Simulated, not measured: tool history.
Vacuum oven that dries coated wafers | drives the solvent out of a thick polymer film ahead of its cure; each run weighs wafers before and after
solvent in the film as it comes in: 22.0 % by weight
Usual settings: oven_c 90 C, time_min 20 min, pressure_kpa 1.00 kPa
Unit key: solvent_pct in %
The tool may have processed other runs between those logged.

run 1 hour=0.0 | oven_c=90 time_min=20 pressure_kpa=1.00 | solvent_pct=0.85
run 2 hour=58.8 | oven_c=90 time_min=20 pressure_kpa=1.00 | solvent_pct=0.93
run 3 hour=129.2 | oven_c=90 time_min=20 pressure_kpa=1.00 | solvent_pct=0.92
run 4 hour=169.8 | oven_c=80 time_min=20 pressure_kpa=1.00 | solvent_pct=2.25
run 5 hour=233.6 | oven_c=80 time_min=14 pressure_kpa=1.00 | solvent_pct=3.92
run 6 hour=285.0 | oven_c=80 time_min=14 pressure_kpa=1.00 | solvent_pct=3.93
run 7 hour=367.0 | oven_c=90 time_min=20 pressure_kpa=1.00 | solvent_pct=0.89
run 8 hour=447.2 | oven_c=90 time_min=20 pressure_kpa=1.00 | solvent_pct=0.87
run 9 hour=492.2 | oven_c=90 time_min=20 pressure_kpa=1.00 | solvent_pct=0.87
run 10 hour=559.8 | oven_c=90 time_min=20 pressure_kpa=1.00 | solvent_pct=0.83
run 11 hour=612.8 | oven_c=90 time_min=20 pressure_kpa=1.00 | solvent_pct=0.87
run 12 hour=671.3 | oven_c=90 time_min=10 pressure_kpa=1.00 | solvent_pct=3.28
run 13 hour=729.2 | oven_c=90 time_min=10 pressure_kpa=1.00 | solvent_pct=3.24
run 14 hour=788.9 | oven_c=90 time_min=18 pressure_kpa=1.00 | solvent_pct=1.03
run 15 hour=878.2 | oven_c=90 time_min=31 pressure_kpa=1.00 | solvent_pct=0.42
run 16 hour=970.1 | oven_c=90 time_min=31 pressure_kpa=1.00 | solvent_pct=0.43
run 17 hour=1026.4 | oven_c=90 time_min=31 pressure_kpa=1.00 | solvent_pct=0.44
run 18 hour=1110.8 | oven_c=90 time_min=31 pressure_kpa=1.00 | solvent_pct=0.41
run 19 hour=1181.1 | oven_c=90 time_min=31 pressure_kpa=1.00 | solvent_pct=0.44
run 20 hour=1272.5 | oven_c=90 time_min=31 pressure_kpa=1.00 | solvent_pct=0.48
run 21 hour=1332.9 | oven_c=90 time_min=31 pressure_kpa=1.00 | solvent_pct=0.47
run 22 hour=1382.3 | oven_c=90 time_min=31 pressure_kpa=1.00 | solvent_pct=0.43
run 23 hour=1440.7 | oven_c=90 time_min=31 pressure_kpa=1.00 | solvent_pct=0.39
run 24 hour=1482.4 | oven_c=84 time_min=20 pressure_kpa=1.00 | solvent_pct=1.42
run 25 hour=1556.2 | oven_c=98 time_min=24 pressure_kpa=0.87 | solvent_pct=0.28
run 26 hour=1611.0 | oven_c=98 time_min=24 pressure_kpa=0.87 | solvent_pct=0.28
run 27 hour=1683.0 | oven_c=76 time_min=13 pressure_kpa=2.51 | solvent_pct=5.70
-- hour=1721.1 oven's thermocouples calibrated
run 28 hour=1771.6 | oven_c=90 time_min=13 pressure_kpa=2.51 | solvent_pct=2.85
run 29 hour=1813.9 | oven_c=90 time_min=20 pressure_kpa=0.59 | solvent_pct=0.87
run 30 hour=1867.3 | oven_c=104 time_min=20 pressure_kpa=0.58 | solvent_pct=0.21
run 31 hour=1952.5 | oven_c=104 time_min=20 pressure_kpa=0.58 | solvent_pct=0.26
run 32 hour=1996.3 | oven_c=79 time_min=15 pressure_kpa=2.88 | solvent_pct=4.98
run 33 hour=2064.7 | oven_c=100 time_min=20 pressure_kpa=2.28 | solvent_pct=0.70
run 34 hour=2126.0 | oven_c=84 time_min=23 pressure_kpa=2.16 | solvent_pct=1.85
run 35 hour=2176.7 | oven_c=91 time_min=20 pressure_kpa=3.12 | solvent_pct=1.63
run 36 hour=2236.3 | oven_c=78 time_min=12 pressure_kpa=3.95 | solvent_pct=6.86
run 37 hour=2297.7 | oven_c=76 time_min=23 pressure_kpa=2.45 | solvent_pct=3.40
run 38 hour=2358.3 | oven_c=93 time_min=17 pressure_kpa=1.00 | solvent_pct=1.02
run 39 hour=2411.4 | oven_c=93 time_min=23 pressure_kpa=1.00 | solvent_pct=0.57
run 40 hour=2466.6 | oven_c=93 time_min=23 pressure_kpa=1.00 | solvent_pct=0.56
run 41 hour=2533.9 | oven_c=93 time_min=23 pressure_kpa=1.00 | solvent_pct=0.55
run 42 hour=2611.1 | oven_c=101 time_min=20 pressure_kpa=0.87 | solvent_pct=0.34
run 43 hour=2695.6 | oven_c=88 time_min=19 pressure_kpa=1.00 | solvent_pct=1.29
run 44 hour=2771.0 | oven_c=88 time_min=19 pressure_kpa=1.00 | solvent_pct=1.29
run 45 hour=2808.6 | oven_c=90 time_min=31 pressure_kpa=0.65 | solvent_pct=0.34
run 46 hour=2852.1 | oven_c=84 time_min=12 pressure_kpa=0.65 | solvent_pct=3.81
run 47 hour=2905.0 | oven_c=84 time_min=12 pressure_kpa=0.65 | solvent_pct=3.79

Predict each of these 3 candidate next runs independently; none follows another, all start after run 47:
run A hour=2992.9 | oven_c=86 time_min=28 pressure_kpa=1.00 | solvent_pct=?
run B hour=2992.9 | oven_c=90 time_min=17 pressure_kpa=1.00 | solvent_pct=?
run C hour=2992.9 | oven_c=88 time_min=12 pressure_kpa=0.65 | solvent_pct=?

run=A solvent_pct=0.76
run=B solvent_pct=1.25
run=C solvent_pct=2.82
Without the tool's hidden state the same runs would have given:
run=A solvent_pct=0.74
run=B solvent_pct=1.31
run=C solvent_pct=2.97
